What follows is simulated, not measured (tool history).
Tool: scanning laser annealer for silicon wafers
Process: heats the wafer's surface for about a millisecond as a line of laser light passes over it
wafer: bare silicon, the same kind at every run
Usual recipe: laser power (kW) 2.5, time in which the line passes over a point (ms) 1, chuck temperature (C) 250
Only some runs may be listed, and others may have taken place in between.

run	day	laser power (kW)	time in which the line passes over a point (ms)	chuck temperature (C)	highest temperature of the surface (C)
1	0	2.5	1	250	1018
2	0.479	2.5	1.01	250	1020
3	0.888	2.5	1.01	250	1020
4	1.333	2.5	1.13	250	1057
5	1.692	2.5	0.72	250	917
6	1.904	2.253	1	250	934
7	2.417	2.253	1	250	935
8	2.938	2.253	1	250	934
9	3.329	2.5	1	222	985
# day 3.75: window over the wafer cleaned
10	3.767	2.5	1	237	1034
11	4.108	2.65	1	250	1095
12	4.342	2.65	1.01	250	1099
13	4.871	2.65	1.01	250	1101
14	5.283	2.411	0.77	231	916
15	5.725	2.639	1.2	278	1185
16	5.958	2.5	1.12	217	1054
17	6.346	2.5	1.12	217	1049
18	6.683	2.5	0.78	217	928
19	7.108	2.308	0.85	263	945
20	7.512	2.284	0.85	234	909
21	7.983	2.221	1.06	285	1003
22	8.404	2.221	1.06	285	1004
23	8.854	2.221	1.02	285	993
24	9.312	2.221	1.02	285	988

Consider 3 possible next runs. They are alternatives, not a sequence: every one starts from the tool as it was left by run 24. What does each give?
A	9.533	2.589	1.02	285	?
B	9.533	2.221	1.24	283	?
C	9.533	2.5	1	251	?

run	highest temperature of the surface (C)
A	1115
B	1050
C	1046
Take away the tool's hidden state, keep each run's random variation, and the runs would have read:
run	highest temperature of the surface (C)
A	1132
B	1065
C	1062
